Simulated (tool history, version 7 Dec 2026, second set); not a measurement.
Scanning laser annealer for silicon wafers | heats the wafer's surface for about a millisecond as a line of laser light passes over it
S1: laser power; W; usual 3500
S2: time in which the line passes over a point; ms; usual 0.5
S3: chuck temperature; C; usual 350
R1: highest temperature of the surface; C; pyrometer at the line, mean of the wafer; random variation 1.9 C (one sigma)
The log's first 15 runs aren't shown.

run,hour,S1,S2,S3,R1
16,99.4,3500,0.54,350,1224
17,108.1,3500,0.54,350,1222
18,116.3,3500,0.5,350,1187
19,121,3500,0.452,350,1136
20,126.5,3500,0.452,350,1132
21,131.4,3500,0.452,350,1140
22,141.3,3500,0.452,350,1137
23,148.3,3207,0.388,379,1037
24,152.8,3680,0.491,360,1229
25,157.7,3680,0.522,360,1258
26,168,3083,0.522,360,1113
27,177.7,3573,0.619,361,1323
28,185.1,3634,0.54,367,1272
29,194.5,3584,0.404,315,1067
30,204.4,3290,0.45,350,1086
31,208.6,3444,0.353,346,1015
32,215.1,3682,0.353,329,1039
33,223.4,3500,0.6,330,1257
34,228.2,3500,0.6,330,1255
35,236.7,3500,0.6,330,1254
36,246.2,3482,0.609,350,1278
37,255.1,3482,0.609,350,1276
38,262.2,3500,0.417,350,1098
39,269.2,3500,0.417,350,1096
40,279.1,3500,0.417,350,1090

3 ways to go on from here, each from the tool as it stands after run 40. What would each give?
A,285.3,3081,0.477,330,?
B,285.3,3210,0.551,377,?
C,285.3,3500,0.533,371,?

run,R1
A,1038
B,1187
C,1233
Without the tool's hidden state the same runs would have given:
run,R1
A,1046
B,1196
C,1242
